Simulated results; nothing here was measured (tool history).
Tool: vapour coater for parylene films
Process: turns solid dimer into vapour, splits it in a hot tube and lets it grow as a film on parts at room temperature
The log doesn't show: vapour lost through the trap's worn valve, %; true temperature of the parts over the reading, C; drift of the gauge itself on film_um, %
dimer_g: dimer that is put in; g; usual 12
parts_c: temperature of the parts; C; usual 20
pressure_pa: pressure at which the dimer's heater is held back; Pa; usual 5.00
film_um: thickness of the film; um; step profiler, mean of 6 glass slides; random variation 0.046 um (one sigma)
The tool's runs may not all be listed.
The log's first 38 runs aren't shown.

run	day	dimer_g	parts_c	pressure_pa	hours of work since the trap's valve was overhauled	hours of work since the table's thermometer was calibrated	film_um
39	19.083	14	20	5.38	356	111	11.10
40	19.554	8	23	2.69	361	116	5.95
41	20.275	6	13	3.64	369	123	6.17
42	20.808	6	13	3.64	374	129	6.14
43	21.329	16	13	2.95	380	134	16.34
44	21.988	12	14	6.22	386	141	12.21
45	22.367	12	14	6.22	390	145	12.16
46	22.879	5	22	6.22	396	150	3.52
47	23.296	15	15	10.41	400	155	13.71
48	23.654	15	15	10.41	404	158	13.74

3 ways to go on from here, each from the tool as it stands after run 48. What would each give?
A	24.054	17	26	9.36	408	162	?
B	24.054	15	15	6.67	408	162	?
C	24.054	15	15	6.50	408	162	?

run	film_um
A	9.57
B	14.50
C	14.54
Without the tool's hidden state the same runs would have given:
run	film_um
A	10.36
B	15.71
C	15.75
